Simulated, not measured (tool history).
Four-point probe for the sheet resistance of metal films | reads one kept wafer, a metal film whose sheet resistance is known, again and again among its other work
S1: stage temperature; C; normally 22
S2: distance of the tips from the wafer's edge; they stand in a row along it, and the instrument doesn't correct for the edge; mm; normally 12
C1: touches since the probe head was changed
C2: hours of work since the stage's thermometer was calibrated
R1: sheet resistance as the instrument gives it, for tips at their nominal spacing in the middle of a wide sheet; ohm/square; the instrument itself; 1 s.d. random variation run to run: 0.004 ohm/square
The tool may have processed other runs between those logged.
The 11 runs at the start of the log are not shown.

| run | day | S1 | S2 | C1 | C2 | R1 |
|---|---|---|---|---|---|---|
| 12 | 49.462 | 22 | 12 | 67679 | 81 | 20.166939 |
| 13 | 54.529 | 22 | 12 | 72234 | 170 | 20.159739 |
| 14 | 60.471 | 22 | 12 | 77582 | 275 | 20.16396 |
| 15 | 66.225 | 22 | 12 | 82756 | 376 | 20.168279 |
| 16 | 69.179 | 30 | 12 | 85415 | 428 | 20.115949 |
| 17 | 74.454 | 22 | 12 | 90159 | 521 | 20.160633 |
| 18 | 78.383 | 22 | 12 | 93697 | 590 | 20.163423 |
| 19 | 82.708 | 22 | 12 | 97588 | 666 | 20.16392 |
| 20 | 85.417 | 22 | 12 | 100021 | 714 | 20.164767 |
| 21 | 91.112 | 22 | 12 | 105148 | 814 | 20.160024 |
| 22 | 96.067 | 24 | 10 | 109604 | 901 | 20.162866 |
| 23 | 101.312 | 30 | 8 | 114324 | 993 | 20.144721 |
| 24 | 106.712 | 30 | 8 | 119180 | 1089 | 20.141945 |
| 25 | 110.754 | 30 | 9 | 122815 | 1160 | 20.136768 |
| 26 | 113.371 | 30 | 9 | 125172 | 1206 | 20.126813 |
| 27 | 117.383 | 23 | 12 | 128779 | 1276 | 20.159718 |
| 28 | 121.792 | 24 | 25 | 132747 | 1354 | 20.125354 |
| 29 | 127.688 | 24 | 25 | 138051 | 1458 | 20.134227 |
| 30 | 131.167 | 24 | 25 | 141181 | 1519 | 20.118271 |

Estimate the outcome of run 31 from the log above:
| 31 | 137.121 | 24 | 25 | 146536 | 1624 | ? |

Run 31 produced R1 20.129201 ohm/square.
Were there no unlogged condition in the tool, this run, its random variation unchanged, would have produced R1 20.127294 ohm/square.
